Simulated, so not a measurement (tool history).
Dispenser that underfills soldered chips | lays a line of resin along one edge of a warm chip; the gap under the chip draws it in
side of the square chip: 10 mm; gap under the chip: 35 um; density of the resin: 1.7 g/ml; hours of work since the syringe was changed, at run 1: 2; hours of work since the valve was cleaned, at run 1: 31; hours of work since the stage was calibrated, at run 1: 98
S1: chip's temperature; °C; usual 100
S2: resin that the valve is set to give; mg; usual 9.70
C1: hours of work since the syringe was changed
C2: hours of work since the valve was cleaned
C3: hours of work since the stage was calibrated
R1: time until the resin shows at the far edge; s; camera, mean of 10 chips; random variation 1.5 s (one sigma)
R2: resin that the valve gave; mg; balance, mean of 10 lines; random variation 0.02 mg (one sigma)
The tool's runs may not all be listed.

run	hour	S1	S2	C1	C2	C3	R1	R2
1	0.0	100	9.70	2	31	98	168.8	9.48
# hour 9.0: new syringe of resin
2	14.4	100	9.70	4	41	107	178.9	9.39
# hour 21.3: new syringe of resin
3	30.2	100	9.70	6	51	118	202.3	9.33
# hour 33.3: new syringe of resin
# hour 38.9: dispensing valve cleaned and set on the balance
4	42.6	100	9.70	6	3	126	199.7	9.69
# hour 46.1: new syringe of resin
5	56.8	89	9.70	7	12	135	350.6	9.64
# hour 58.0: new syringe of resin
# hour 70.2: new syringe of resin
6	70.2	89	9.70	0	21	144	244.1	9.58
# hour 82.4: new syringe of resin
7	87.2	89	9.70	3	32	155	286.6	9.49
# hour 94.8: new syringe of resin
8	96.7	89	9.70	1	39	162	261.7	9.43
# hour 107.0: new syringe of resin
9	112.8	89	9.70	4	49	173	300.4	9.34
# hour 119.2: new syringe of resin
# hour 124.3: dispensing valve cleaned and set on the balance
10	129.4	88	9.70	6	3	183	345.3	9.71
# hour 132.5: new syringe of resin
11	139.2	88	9.70	5	10	190	322.5	9.62
# hour 144.7: new syringe of resin
12	148.6	88	9.70	3	16	196	300.6	9.59
# hour 156.6: new syringe of resin
13	164.4	88	9.70	5	27	206	332.9	9.52
# hour 168.9: new syringe of resin
# hour 181.6: new syringe of resin
14	181.9	88	9.70	0	38	218	261.9	9.44
15	191.4	109	9.70	7	45	225	145.4	9.39
# hour 193.4: new syringe of resin
16	202.0	107	9.70	6	52	232	155.6	9.33
# hour 205.9: new syringe of resin
# hour 210.6: dispensing valve cleaned and set on the balance
17	217.0	113	8.99	7	4	241	129.8	8.92
# hour 218.9: new syringe of resin
18	229.4	96	8.55	7	13	249	264.8	8.44
# hour 230.8: new syringe of resin
19	239.8	96	8.55	6	20	256	247.1	8.41
# hour 243.3: new syringe of resin
# hour 255.6: new syringe of resin
20	255.6	96	8.55	0	30	267	194.6	8.34
21	262.9	86	10.08	5	35	272	370.7	9.76
# hour 267.4: new syringe of resin
# hour 279.5: new syringe of resin
22	279.7	86	10.08	0	46	283	291.3	9.68
23	287.6	86	9.88	6	52	288	377.2	9.42
# hour 291.2: new syringe of resin
# hour 296.3: dispensing valve cleaned and set on the balance
# hour 304.5: new syringe of resin
24	304.7	86	11.99	0	6	299	292.3	11.95
25	314.2	86	11.99	7	12	305	390.1	11.88
# hour 316.7: new syringe of resin
26	324.5	107	8.35	5	19	312	154.1	8.22
# hour 329.4: new syringe of resin
27	334.9	112	9.96	4	26	319	117.0	9.76
# hour 341.3: new syringe of resin
28	349.8	112	9.96	6	36	329	129.4	9.71
# hour 353.4: new syringe of resin
29	361.6	112	9.96	6	44	337	126.7	9.64
# hour 365.4: new syringe of resin
30	372.5	112	9.96	5	51	344	124.5	9.58
# hour 377.9: new syringe of resin
# hour 381.7: dispensing valve cleaned and set on the balance
31	384.6	112	9.96	4	2	352	117.3	9.93
# hour 391.1: new syringe of resin
32	398.5	111	9.43	5	11	361	132.1	9.34

Hidden state at the last listed run before each entry between runs and at the first one after, where it differs:
Between runs 1 and 2: new syringe of resin (hour 9.0)
  resin's viscosity, % of fresh resin's: 108.5 -> 116.5; dose that the valve gives, % of what is set: 97.69 -> 96.9; true chip temperature over the reading, C: -0.3 -> -0.36
  measured less the result without the state, R1: +15.6 -> +28.2 s; R2: -0.23 -> -0.30 mg
Between runs 2 and 3: new syringe of resin (hour 21.3)
  resin's viscosity, % of fresh resin's: 116.5 -> 132.4; dose that the valve gives, % of what is set: 96.9 -> 95.99; true chip temperature over the reading, C: -0.36 -> -0.42
  measured less the result without the state, R1: +28.2 -> +52.8 s; R2: -0.30 -> -0.39 mg
Between runs 3 and 4: new syringe of resin (hour 33.3); dispensing valve cleaned and set on the balance (hour 38.9)
  resin's viscosity, % of fresh resin's: 132.4 -> 131.6; dose that the valve gives, % of what is set: 95.99 -> 99.92; true chip temperature over the reading, C: -0.42 -> -0.47
  measured less the result without the state, R1: +52.8 -> +50.9 s; R2: -0.39 -> -0.01 mg
Between runs 4 and 5: new syringe of resin (hour 46.1)
  resin's viscosity, % of fresh resin's: 131.6 -> 140.6; dose that the valve gives, % of what is set: 99.92 -> 99.16; true chip temperature over the reading, C: -0.47 -> -0.53
  measured less the result without the state, R1: +50.9 -> +107.1 s; R2: -0.01 -> -0.08 mg
Between runs 5 and 6: new syringe of resin (hour 58.0); new syringe of resin (hour 70.2)
  resin's viscosity, % of fresh resin's: 140.6 -> 99.1; dose that the valve gives, % of what is set: 99.16 -> 98.5; true chip temperature over the reading, C: -0.53 -> -0.58
  measured less the result without the state, R1: +107.1 -> +4.4 s; R2: -0.08 -> -0.15 mg
Between runs 6 and 7: new syringe of resin (hour 82.4)
  resin's viscosity, % of fresh resin's: 99.1 -> 117.3; dose that the valve gives, % of what is set: 98.5 -> 97.58; true chip temperature over the reading, C: -0.58 -> -0.65
  measured less the result without the state, R1: +4.4 -> +49.9 s; R2: -0.15 -> -0.24 mg
Between runs 7 and 8: new syringe of resin (hour 94.8)
  resin's viscosity, % of fresh resin's: 117.3 -> 106.1; dose that the valve gives, % of what is set: 97.58 -> 97.12; true chip temperature over the reading, C: -0.65 -> -0.69
  measured less the result without the state, R1: +49.9 -> +23.2 s; R2: -0.24 -> -0.28 mg
Between runs 8 and 9: new syringe of resin (hour 107.0)
  resin's viscosity, % of fresh resin's: 106.1 -> 120.4; dose that the valve gives, % of what is set: 97.12 -> 96.18; true chip temperature over the reading, C: -0.69 -> -0.75
  measured less the result without the state, R1: +23.2 -> +60.2 s; R2: -0.28 -> -0.37 mg
Between runs 9 and 10: new syringe of resin (hour 119.2); dispensing valve cleaned and set on the balance (hour 124.3)
  resin's viscosity, % of fresh resin's: 120.4 -> 134.2; dose that the valve gives, % of what is set: 96.18 -> 100.01; true chip temperature over the reading, C: -0.75 -> -0.81
  measured less the result without the state, R1: +60.2 -> +97.2 s; R2: -0.37 -> +0.00 mg
Between runs 10 and 11: new syringe of resin (hour 132.5)
  resin's viscosity, % of fresh resin's: 134.2 -> 123.4; dose that the valve gives, % of what is set: 100.01 -> 99.46; true chip temperature over the reading, C: -0.81 -> -0.85
  measured less the result without the state, R1: +97.2 -> +71.1 s; R2: +0.00 -> -0.05 mg
Between runs 11 and 12: new syringe of resin (hour 144.7)
  resin's viscosity, % of fresh resin's: 123.4 -> 112.6; dose that the valve gives, % of what is set: 99.46 -> 98.99; true chip temperature over the reading, C: -0.85 -> -0.89
  measured less the result without the state, R1: +71.1 -> +44.3 s; R2: -0.05 -> -0.10 mg
Between runs 12 and 13: new syringe of resin (hour 156.6)
  resin's viscosity, % of fresh resin's: 112.6 -> 127.7; dose that the valve gives, % of what is set: 98.99 -> 98.21; true chip temperature over the reading, C: -0.89 -> -0.95
  measured less the result without the state, R1: +44.3 -> +83.6 s; R2: -0.10 -> -0.17 mg
Between runs 13 and 14: new syringe of resin (hour 168.9); new syringe of resin (hour 181.6)
  resin's viscosity, % of fresh resin's: 127.7 -> 99.6; dose that the valve gives, % of what is set: 98.21 -> 97.26; true chip temperature over the reading, C: -0.95 -> -1.02
  measured less the result without the state, R1: +83.6 -> +11.5 s; R2: -0.17 -> -0.26 mg
Between runs 15 and 16: new syringe of resin (hour 193.4)
  resin's viscosity, % of fresh resin's: 134.8 -> 133; dose that the valve gives, % of what is set: 96.79 -> 96.2; true chip temperature over the reading, C: -1.05 -> -1.1
  measured less the result without the state, R1: +42.3 -> +44.3 s; R2: -0.31 -> -0.37 mg
Between runs 16 and 17: new syringe of resin (hour 205.9); dispensing valve cleaned and set on the balance (hour 210.6)
  resin's viscosity, % of fresh resin's: 133 -> 138; dose that the valve gives, % of what is set: 96.2 -> 99.46; true chip temperature over the reading, C: -1.1 -> -1.16
  measured less the result without the state, R1: +44.3 -> +39.9 s; R2: -0.37 -> -0.05 mg
Between runs 17 and 18: new syringe of resin (hour 218.9)
  resin's viscosity, % of fresh resin's: 138 -> 140.5; dose that the valve gives, % of what is set: 99.46 -> 98.73; true chip temperature over the reading, C: -1.16 -> -1.21
  measured less the result without the state, R1: +39.9 -> +86.2 s; R2: -0.05 -> -0.10 mg
Between runs 18 and 19: new syringe of resin (hour 230.8)
  resin's viscosity, % of fresh resin's: 140.5 -> 132.1; dose that the valve gives, % of what is set: 98.73 -> 98.21; true chip temperature over the reading, C: -1.21 -> -1.25
  measured less the result without the state, R1: +86.2 -> +70.5 s; R2: -0.10 -> -0.16 mg
Between runs 19 and 20: new syringe of resin (hour 243.3); new syringe of resin (hour 255.6)
  resin's viscosity, % of fresh resin's: 132.1 -> 100.6; dose that the valve gives, % of what is set: 98.21 -> 97.35; true chip temperature over the reading, C: -1.25 -> -1.31
  measured less the result without the state, R1: +70.5 -> +12.8 s; R2: -0.16 -> -0.23 mg
Between runs 21 and 22: new syringe of resin (hour 267.4); new syringe of resin (hour 279.5)
  resin's viscosity, % of fresh resin's: 127.1 -> 99.7; dose that the valve gives, % of what is set: 96.92 -> 96.07; true chip temperature over the reading, C: -1.34 -> -1.41
  measured less the result without the state, R1: +96.9 -> +18.3 s; R2: -0.31 -> -0.40 mg
Between runs 23 and 24: new syringe of resin (hour 291.2); dispensing valve cleaned and set on the balance (hour 296.3); new syringe of resin (hour 304.5)
  resin's viscosity, % of fresh resin's: 128.2 -> 100; dose that the valve gives, % of what is set: 95.67 -> 99.87; true chip temperature over the reading, C: -1.44 -> -1.5
  measured less the result without the state, R1: +102.8 -> +19.2 s; R2: -0.42 -> -0.02 mg
Between runs 25 and 26: new syringe of resin (hour 316.7)
  resin's viscosity, % of fresh resin's: 135.4 -> 126.2; dose that the valve gives, % of what is set: 99.31 -> 98.73; true chip temperature over the reading, C: -1.54 -> -1.59
  measured less the result without the state, R1: +121.6 -> +40.0 s; R2: -0.08 -> -0.10 mg
Between runs 26 and 27: new syringe of resin (hour 329.4)
  resin's viscosity, % of fresh resin's: 126.2 -> 120.1; dose that the valve gives, % of what is set: 98.73 -> 98.15; true chip temperature over the reading, C: -1.59 -> -1.63
  measured less the result without the state, R1: +40.0 -> +25.9 s; R2: -0.10 -> -0.19 mg
Between runs 27 and 28: new syringe of resin (hour 341.3)
  resin's viscosity, % of fresh resin's: 120.1 -> 128.5; dose that the valve gives, % of what is set: 98.15 -> 97.38; true chip temperature over the reading, C: -1.63 -> -1.68
  measured less the result without the state, R1: +25.9 -> +35.3 s; R2: -0.19 -> -0.26 mg
Between runs 28 and 29: new syringe of resin (hour 353.4)
  resin's viscosity, % of fresh resin's: 128.5 -> 129.2; dose that the valve gives, % of what is set: 97.38 -> 96.69; true chip temperature over the reading, C: -1.68 -> -1.73
  measured less the result without the state, R1: +35.3 -> +35.5 s; R2: -0.26 -> -0.32 mg
Between runs 29 and 30: new syringe of resin (hour 365.4)
  resin's viscosity, % of fresh resin's: 129.2 -> 127.2; dose that the valve gives, % of what is set: 96.69 -> 96.09; true chip temperature over the reading, C: -1.73 -> -1.78
  measured less the result without the state, R1: +35.5 -> +33.7 s; R2: -0.32 -> -0.38 mg
Between runs 30 and 31: new syringe of resin (hour 377.9); dispensing valve cleaned and set on the balance (hour 381.7)
  resin's viscosity, % of fresh resin's: 127.2 -> 118.8; dose that the valve gives, % of what is set: 96.09 -> 100; true chip temperature over the reading, C: -1.78 -> -1.82
  measured less the result without the state, R1: +33.7 -> +25.3 s; R2: -0.38 -> +0.00 mg
Between runs 31 and 32: new syringe of resin (hour 391.1)
  resin's viscosity, % of fresh resin's: 118.8 -> 126; dose that the valve gives, % of what is set: 100 -> 99.27; true chip temperature over the reading, C: -1.82 -> -1.87
  measured less the result without the state, R1: +25.3 -> +34.9 s; R2: +0.00 -> -0.07 mg
